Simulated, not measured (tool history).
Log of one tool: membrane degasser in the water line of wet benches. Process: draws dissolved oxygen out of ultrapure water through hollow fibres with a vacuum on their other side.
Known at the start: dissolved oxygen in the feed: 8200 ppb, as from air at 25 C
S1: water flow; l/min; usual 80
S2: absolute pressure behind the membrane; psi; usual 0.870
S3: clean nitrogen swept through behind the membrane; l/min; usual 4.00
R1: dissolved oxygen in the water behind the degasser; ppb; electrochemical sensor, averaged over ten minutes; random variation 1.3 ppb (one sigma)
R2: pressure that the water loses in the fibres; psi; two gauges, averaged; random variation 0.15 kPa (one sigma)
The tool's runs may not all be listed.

{"run": 1, "hour": 0.0, "S1": 80, "S2": 0.87, "S3": 4.0, "R1": 164.4, "R2": 4.866}
{"hour": 108.2, "done": "vacuum gauge calibrated"}
{"run": 2, "hour": 196.4, "S1": 80, "S2": 0.87, "S3": 4.0, "R1": 160.0, "R2": 4.86}
{"run": 3, "hour": 322.2, "S1": 80, "S2": 1.252, "S3": 4.0, "R1": 274.1, "R2": 4.846}
{"run": 4, "hour": 512.2, "S1": 80, "S2": 0.87, "S3": 4.0, "R1": 162.2, "R2": 4.857}
{"run": 5, "hour": 640.4, "S1": 80, "S2": 0.87, "S3": 4.0, "R1": 161.4, "R2": 4.849}
{"hour": 655.6, "done": "seals of the vacuum lines changed"}
{"run": 6, "hour": 872.0, "S1": 80, "S2": 0.87, "S3": 8.04, "R1": 107.2, "R2": 4.862}
{"run": 7, "hour": 1087.8, "S1": 127, "S2": 0.87, "S3": 4.0, "R1": 418.1, "R2": 7.712}
{"run": 8, "hour": 1262.7, "S1": 127, "S2": 0.87, "S3": 4.0, "R1": 421.0, "R2": 7.733}
{"run": 9, "hour": 1483.1, "S1": 127, "S2": 0.87, "S3": 4.0, "R1": 420.4, "R2": 7.793}
{"run": 10, "hour": 1622.5, "S1": 127, "S2": 0.87, "S3": 4.0, "R1": 413.5, "R2": 7.749}
{"run": 11, "hour": 1733.0, "S1": 80, "S2": 0.87, "S3": 4.0, "R1": 165.5, "R2": 4.883}
{"run": 12, "hour": 1939.2, "S1": 60, "S2": 1.868, "S3": 5.39, "R1": 251.1, "R2": 3.646}
{"run": 13, "hour": 2090.2, "S1": 69, "S2": 1.923, "S3": 4.06, "R1": 391.6, "R2": 4.208}
{"run": 14, "hour": 2234.5, "S1": 88, "S2": 1.923, "S3": 4.06, "R1": 514.4, "R2": 5.381}
{"run": 15, "hour": 2427.2, "S1": 69, "S2": 1.157, "S3": 9.83, "R1": 101.8, "R2": 4.216}
{"run": 16, "hour": 2549.0, "S1": 69, "S2": 0.847, "S3": 1.6, "R1": 246.3, "R2": 4.221}
{"run": 17, "hour": 2776.0, "S1": 80, "S2": 0.87, "S3": 10.18, "R1": 96.2, "R2": 4.885}
{"run": 18, "hour": 2896.5, "S1": 72, "S2": 0.757, "S3": 7.7, "R1": 71.4, "R2": 4.424}
{"run": 19, "hour": 3006.4, "S1": 85, "S2": 0.854, "S3": 5.54, "R1": 150.0, "R2": 5.188}
{"run": 20, "hour": 3158.9, "S1": 85, "S2": 0.854, "S3": 5.54, "R1": 152.7, "R2": 5.217}
{"run": 21, "hour": 3410.3, "S1": 115, "S2": 0.87, "S3": 8.32, "R1": 269.7, "R2": 7.049}
{"run": 22, "hour": 3547.5, "S1": 70, "S2": 0.87, "S3": 6.65, "R1": 91.9, "R2": 4.273}

3 ways to go on from here, each from the tool as it stands after run 22. What would each give?
{"hour": 3630.8, "done": "vacuum gauge calibrated"}
{"run": "A", "hour": 3776.6, "S1": 101, "S2": 0.862, "S3": 4.0, "R1": "?", "R2": "?"}
{"hour": 3630.8, "done": "vacuum gauge calibrated"}
{"run": "B", "hour": 3776.6, "S1": 70, "S2": 0.87, "S3": 1.85, "R1": "?", "R2": "?"}
{"hour": 3630.8, "done": "vacuum gauge calibrated"}
{"run": "C", "hour": 3776.6, "S1": 100, "S2": 0.87, "S3": 4.0, "R1": "?", "R2": "?"}

run=A R1=256.6 R2=6.197
run=B R1=232.0 R2=4.297
run=C R1=250.1 R2=6.080
Without the tool's hidden state the same runs would have given:
run=A R1=238.8 R2=5.951
run=B R1=227.4 R2=4.128
run=C R1=233.0 R2=5.838
